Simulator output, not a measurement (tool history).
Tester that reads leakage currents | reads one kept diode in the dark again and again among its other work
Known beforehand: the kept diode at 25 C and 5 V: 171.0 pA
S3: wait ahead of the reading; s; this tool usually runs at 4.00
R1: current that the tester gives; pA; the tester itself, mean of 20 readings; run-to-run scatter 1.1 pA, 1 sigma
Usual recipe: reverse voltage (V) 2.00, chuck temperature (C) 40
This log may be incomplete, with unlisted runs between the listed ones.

run 1 hour=0.0 | reverse_voltage_(V)=2.00 chuck_temperature_(C)=40 S3=4.00 | R1=365.74
run 2 hour=107.5 | reverse_voltage_(V)=2.00 chuck_temperature_(C)=40 S3=4.00 | R1=365.41
run 3 hour=214.9 | reverse_voltage_(V)=1.43 chuck_temperature_(C)=40 S3=4.00 | R1=318.62
run 4 hour=343.8 | reverse_voltage_(V)=1.43 chuck_temperature_(C)=40 S3=4.00 | R1=320.53
run 5 hour=458.7 | reverse_voltage_(V)=1.43 chuck_temperature_(C)=40 S3=4.00 | R1=319.22
run 6 hour=630.7 | reverse_voltage_(V)=1.43 chuck_temperature_(C)=40 S3=4.00 | R1=320.55
run 7 hour=794.9 | reverse_voltage_(V)=1.43 chuck_temperature_(C)=40 S3=0.86 | R1=319.84
run 8 hour=878.7 | reverse_voltage_(V)=2.00 chuck_temperature_(C)=40 S3=4.00 | R1=365.60
run 9 hour=959.4 | reverse_voltage_(V)=2.00 chuck_temperature_(C)=40 S3=4.00 | R1=367.27
run 10 hour=1047.2 | reverse_voltage_(V)=2.00 chuck_temperature_(C)=40 S3=4.00 | R1=365.09
run 11 hour=1163.0 | reverse_voltage_(V)=2.00 chuck_temperature_(C)=40 S3=4.00 | R1=365.71
run 12 hour=1300.7 | reverse_voltage_(V)=2.00 chuck_temperature_(C)=32 S3=4.00 | R1=202.83
run 13 hour=1373.5 | reverse_voltage_(V)=2.00 chuck_temperature_(C)=32 S3=4.00 | R1=202.70
run 14 hour=1451.0 | reverse_voltage_(V)=2.00 chuck_temperature_(C)=32 S3=4.00 | R1=202.61
run 15 hour=1532.7 | reverse_voltage_(V)=2.00 chuck_temperature_(C)=32 S3=4.00 | R1=203.75
run 16 hour=1698.6 | reverse_voltage_(V)=2.00 chuck_temperature_(C)=32 S3=4.00 | R1=203.06
run 17 hour=1781.9 | reverse_voltage_(V)=2.00 chuck_temperature_(C)=32 S3=4.00 | R1=203.58
run 18 hour=1936.3 | reverse_voltage_(V)=2.00 chuck_temperature_(C)=40 S3=4.00 | R1=367.33
run 19 hour=2042.6 | reverse_voltage_(V)=2.00 chuck_temperature_(C)=40 S3=4.00 | R1=365.80
run 20 hour=2153.9 | reverse_voltage_(V)=2.00 chuck_temperature_(C)=40 S3=4.00 | R1=365.48
run 21 hour=2297.0 | reverse_voltage_(V)=1.19 chuck_temperature_(C)=36 S3=1.58 | R1=222.28
run 22 hour=2390.4 | reverse_voltage_(V)=16.83 chuck_temperature_(C)=57 S3=1.58 | R1=2782.17
run 23 hour=2496.0 | reverse_voltage_(V)=4.26 chuck_temperature_(C)=28 S3=2.95 | R1=203.40
run 24 hour=2653.5 | reverse_voltage_(V)=1.39 chuck_temperature_(C)=37 S3=3.52 | R1=255.15
run 25 hour=2750.7 | reverse_voltage_(V)=4.31 chuck_temperature_(C)=25 S3=0.33 | R1=165.39
run 26 hour=2898.8 | reverse_voltage_(V)=4.63 chuck_temperature_(C)=36 S3=0.38 | R1=387.73
run 27 hour=2982.5 | reverse_voltage_(V)=4.63 chuck_temperature_(C)=36 S3=0.38 | R1=388.29
run 28 hour=3136.3 | reverse_voltage_(V)=4.63 chuck_temperature_(C)=36 S3=0.38 | R1=390.44
run 29 hour=3212.7 | reverse_voltage_(V)=13.33 chuck_temperature_(C)=37 S3=0.38 | R1=648.43
run 30 hour=3370.6 | reverse_voltage_(V)=2.00 chuck_temperature_(C)=60 S3=0.60 | R1=1420.83
run 31 hour=3502.3 | reverse_voltage_(V)=6.72 chuck_temperature_(C)=20 S3=3.48 | R1=129.72
run 32 hour=3607.2 | reverse_voltage_(V)=6.72 chuck_temperature_(C)=20 S3=3.48 | R1=129.99
run 33 hour=3718.4 | reverse_voltage_(V)=1.78 chuck_temperature_(C)=57 S3=3.48 | R1=1118.74
run 34 hour=3831.0 | reverse_voltage_(V)=6.34 chuck_temperature_(C)=40 S3=0.55 | R1=589.61
run 35 hour=3920.9 | reverse_voltage_(V)=6.34 chuck_temperature_(C)=40 S3=0.55 | R1=591.09
run 36 hour=4004.6 | reverse_voltage_(V)=6.34 chuck_temperature_(C)=40 S3=0.55 | R1=588.61
run 37 hour=4169.8 | reverse_voltage_(V)=1.30 chuck_temperature_(C)=59 S3=1.34 | R1=1115.14
run 38 hour=4253.9 | reverse_voltage_(V)=2.19 chuck_temperature_(C)=60 S3=1.11 | R1=1477.38
run 39 hour=4338.0 | reverse_voltage_(V)=1.61 chuck_temperature_(C)=40 S3=0.61 | R1=337.00
run 40 hour=4423.3 | reverse_voltage_(V)=8.11 chuck_temperature_(C)=40 S3=4.00 | R1=646.81

Taken out of this log: 6 entries between the listed runs. Where each belongs, and how the hidden state differs across it:
In the gap between runs 7 and 8: chuck's temperature calibrated (hour 835.7)
  stray current of the dirty probe card, pA a volt: 0.032 -> 0.033; true chuck temperature over the reading, C: 0.01 -> 0
In the gap between runs 8 and 9: tester calibrated (hour 942.6)
  stray current of the dirty probe card, pA a volt: 0.033 -> 0.034; current scale over the true one, %: 0.01 -> 0
In the gap between runs 14 and 15: probe card cleaned and baked (hour 1505.6)
  stray current of the dirty probe card, pA a volt: 0.041 -> 0.02
In the gap between runs 20 and 21: chuck's temperature calibrated (hour 2179.5)
  stray current of the dirty probe card, pA a volt: 0.029 -> 0.031; true chuck temperature over the reading, C: 0.01 -> 0
In the gap between runs 27 and 28: probe card cleaned and baked (hour 3014.3)
  stray current of the dirty probe card, pA a volt: 0.041 -> 0.022
In the gap between runs 31 and 32: chuck's temperature calibrated (hour 3514.8)
  stray current of the dirty probe card, pA a volt: 0.027 -> 0.028

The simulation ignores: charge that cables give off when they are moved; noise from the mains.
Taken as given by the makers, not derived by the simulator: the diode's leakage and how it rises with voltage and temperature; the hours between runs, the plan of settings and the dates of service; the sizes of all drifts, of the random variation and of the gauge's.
